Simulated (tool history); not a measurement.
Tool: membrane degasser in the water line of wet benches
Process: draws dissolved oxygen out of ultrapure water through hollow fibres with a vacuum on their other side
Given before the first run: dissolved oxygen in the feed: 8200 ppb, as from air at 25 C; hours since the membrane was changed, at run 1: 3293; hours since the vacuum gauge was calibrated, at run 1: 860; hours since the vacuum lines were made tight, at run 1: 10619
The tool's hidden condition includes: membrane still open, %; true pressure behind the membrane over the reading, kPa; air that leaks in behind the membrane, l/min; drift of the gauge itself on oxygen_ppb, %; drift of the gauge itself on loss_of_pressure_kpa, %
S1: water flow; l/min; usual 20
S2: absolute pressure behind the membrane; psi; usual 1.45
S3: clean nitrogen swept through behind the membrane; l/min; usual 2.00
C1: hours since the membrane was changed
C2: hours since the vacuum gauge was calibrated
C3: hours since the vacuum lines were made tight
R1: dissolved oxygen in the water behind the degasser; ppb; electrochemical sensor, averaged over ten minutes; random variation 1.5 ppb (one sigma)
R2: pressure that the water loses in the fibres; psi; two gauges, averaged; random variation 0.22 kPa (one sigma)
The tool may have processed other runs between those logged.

{"run": 1, "day": 0.0, "S1": 20, "S2": 1.45, "S3": 2.0, "C1": 3293, "C2": 860, "C3": 10619, "R1": 166.3, "R2": 7.503}
{"run": 2, "day": 6.071, "S1": 20, "S2": 1.45, "S3": 2.0, "C1": 3439, "C2": 1006, "C3": 10765, "R1": 165.5, "R2": 7.458}
{"run": 3, "day": 12.167, "S1": 20, "S2": 1.45, "S3": 2.0, "C1": 3585, "C2": 1152, "C3": 10911, "R1": 166.4, "R2": 7.482}
{"run": 4, "day": 19.004, "S1": 20, "S2": 1.45, "S3": 1.6, "C1": 3749, "C2": 1316, "C3": 11075, "R1": 198.8, "R2": 7.452}
{"run": 5, "day": 26.767, "S1": 18, "S2": 1.45, "S3": 1.6, "C1": 3936, "C2": 1503, "C3": 11261, "R1": 180.7, "R2": 6.779}
{"run": 6, "day": 33.467, "S1": 21, "S2": 1.38, "S3": 5.08, "C1": 4096, "C2": 1663, "C3": 11422, "R1": 74.3, "R2": 7.81}

Estimate the outcome of run 7 from the log above:
{"run": 7, "day": 42.571, "S1": 28, "S2": 2.06, "S3": 2.0, "C1": 4315, "C2": 1882, "C3": 11641, "R1": "?", "R2": "?"}

{"run 7": {"R1": 388.1, "R2": 10.431}}
With the hidden condition absent and the run-to-run variation left alone, this run would have shown R1 388.0 ppb, R2 10.478 psi.
